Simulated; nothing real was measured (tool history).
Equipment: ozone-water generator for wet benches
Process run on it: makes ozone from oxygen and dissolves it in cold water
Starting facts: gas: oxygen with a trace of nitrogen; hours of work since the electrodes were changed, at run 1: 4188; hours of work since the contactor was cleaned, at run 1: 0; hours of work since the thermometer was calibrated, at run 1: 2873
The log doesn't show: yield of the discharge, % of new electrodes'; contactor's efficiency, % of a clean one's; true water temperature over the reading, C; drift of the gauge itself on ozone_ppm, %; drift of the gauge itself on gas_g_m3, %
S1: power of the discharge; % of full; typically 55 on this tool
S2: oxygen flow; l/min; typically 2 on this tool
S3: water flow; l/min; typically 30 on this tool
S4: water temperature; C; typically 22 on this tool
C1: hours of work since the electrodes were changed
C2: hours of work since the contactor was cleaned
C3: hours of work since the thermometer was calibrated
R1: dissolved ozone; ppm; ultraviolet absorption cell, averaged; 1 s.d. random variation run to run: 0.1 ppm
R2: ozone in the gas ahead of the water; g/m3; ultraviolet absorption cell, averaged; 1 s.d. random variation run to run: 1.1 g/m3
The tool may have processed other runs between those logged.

run	hour	S1	S2	S3	S4	C1	C2	C3	R1	R2
1	0	55	2	30	22	4188	0	2873	6.5	190.3
2	143.1	58	2	30	22	4313	125	2998	6.7	196.2
3	265.4	58	2	30	22	4420	232	3104	6.7	194.1
4	424.2	58	2	30	22	4559	371	3243	6.6	194.8
5	537.3	58	2	30	22	4658	470	3342	6.4	193.2
# hour 627: water thermometer calibrated
6	639.1	55	2	30	22	4746	558	11	6.3	189.2
7	819	55	2	30	18	4903	715	168	6.5	189.7
8	912.6	55	3.23	30	22	4985	797	250	6.9	139.9
9	999.9	55	3.23	30	22	5062	873	326	6.9	140.7
10	1110.8	55	2	29	22	5159	970	423	6.7	187.8
11	1225.6	55	2	29	22	5259	1071	523	6.4	189.6
12	1313.4	55	1.34	30	14	5336	1147	600	6.1	240.9
13	1449	51	1.74	21	24	5454	1266	718	8.4	199
14	1572.1	61	2.98	32	27	5562	1374	826	6.4	154.8
15	1664.3	49	1.04	45	15	5642	1454	907	3.3	262.3
16	1860.2	49	1.04	45	15	5813	1625	1078	3.1	264.1
17	2047.7	61	1.18	38	22	5977	1789	1242	4.3	274.9
18	2213.6	61	1.18	38	22	6122	1934	1387	4.4	272.8
19	2340.9	61	1.18	38	22	6233	2045	1498	4.4	271.9
20	2493.9	61	2.32	35	22	6367	2179	1632	5.8	179.7
21	2634.7	61	2.32	35	22	6490	2302	1755	5.6	178.5
22	2740.9	55	2	19	22	6583	2395	1847	10	184.8

Consider 4 possible next runs. They are alternatives, not a sequence: every one starts from the tool as it was left by run 22. What does each give?
A	2828.3	55	2	32	22	6659	2471	1924	?	?
B	2828.3	55	1.04	27	22	6659	2471	1924	?	?
C	2828.3	55	2.99	43	27	6659	2471	1924	?	?
D	2828.3	55	1.01	23	26	6659	2471	1924	?	?

run	R1	R2
A	5.6	185.4
B	5.9	275.8
C	4.2	144.3
D	6.9	280.3
Had the tool no hidden state, the same runs would have come out as:
run	R1	R2
A	6.1	196.7
B	6.5	292.7
C	4.6	153.1
D	7.5	297.5
